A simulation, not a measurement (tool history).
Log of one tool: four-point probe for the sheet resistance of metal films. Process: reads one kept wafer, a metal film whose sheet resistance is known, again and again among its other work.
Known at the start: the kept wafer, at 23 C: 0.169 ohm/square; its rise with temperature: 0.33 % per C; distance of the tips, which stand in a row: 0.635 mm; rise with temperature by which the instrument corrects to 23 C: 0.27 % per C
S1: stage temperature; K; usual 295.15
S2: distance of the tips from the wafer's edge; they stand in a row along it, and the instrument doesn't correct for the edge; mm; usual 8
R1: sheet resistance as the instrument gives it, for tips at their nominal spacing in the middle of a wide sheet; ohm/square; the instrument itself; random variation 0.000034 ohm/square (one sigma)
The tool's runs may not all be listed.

run,hour,S1,S2,R1
1,0.0,295.15,8,0.171548
2,43.5,295.15,8,0.171663
3,104.0,295.15,8,0.171648
4,172.7,295.15,60,0.171140
5,235.3,295.15,60,0.171205
6,266.8,295.15,8,0.171828
7,317.8,293.15,8,0.171681
8,362.7,293.15,8,0.171722
9,413.3,293.15,13,0.171379
# hour 446.7: new probe head fitted
10,459.7,293.15,13,0.170144
11,502.2,293.15,13,0.170130
12,566.9,293.15,13,0.170199
13,604.4,295.15,8,0.170733
14,658.3,295.15,8,0.170874
15,728.2,295.15,8,0.170885
16,798.4,301.15,17,0.171145
# hour 804.6: stage's thermometer calibrated
17,856.8,298.15,34,0.170801
18,922.6,298.15,34,0.170868
19,993.9,293.15,6,0.171482
20,1044.7,293.15,8,0.171079
21,1104.3,298.15,8,0.171630
22,1157.6,298.15,8,0.171688
# hour 1214.1: stage's thermometer calibrated, once more
23,1218.9,298.15,8,0.171528
24,1255.1,298.15,8,0.171496
25,1310.0,295.15,21,0.170829
26,1343.2,298.15,8,0.171635
27,1410.6,306.15,3,0.175969
28,1442.8,307.15,3,0.176088

4 ways to go on from here, each from the tool as it stands after run 28. What would each give?
A,1484.9,307.15,38,?
B,1484.9,292.15,6,?
C,1484.9,291.15,8,?
D,1484.9,305.15,3,?

run,R1
A,0.172069
B,0.171593
C,0.171090
D,0.175875
Without the tool's hidden state the same runs would have given:
run,R1
A,0.170090
B,0.169621
C,0.169123
D,0.173857
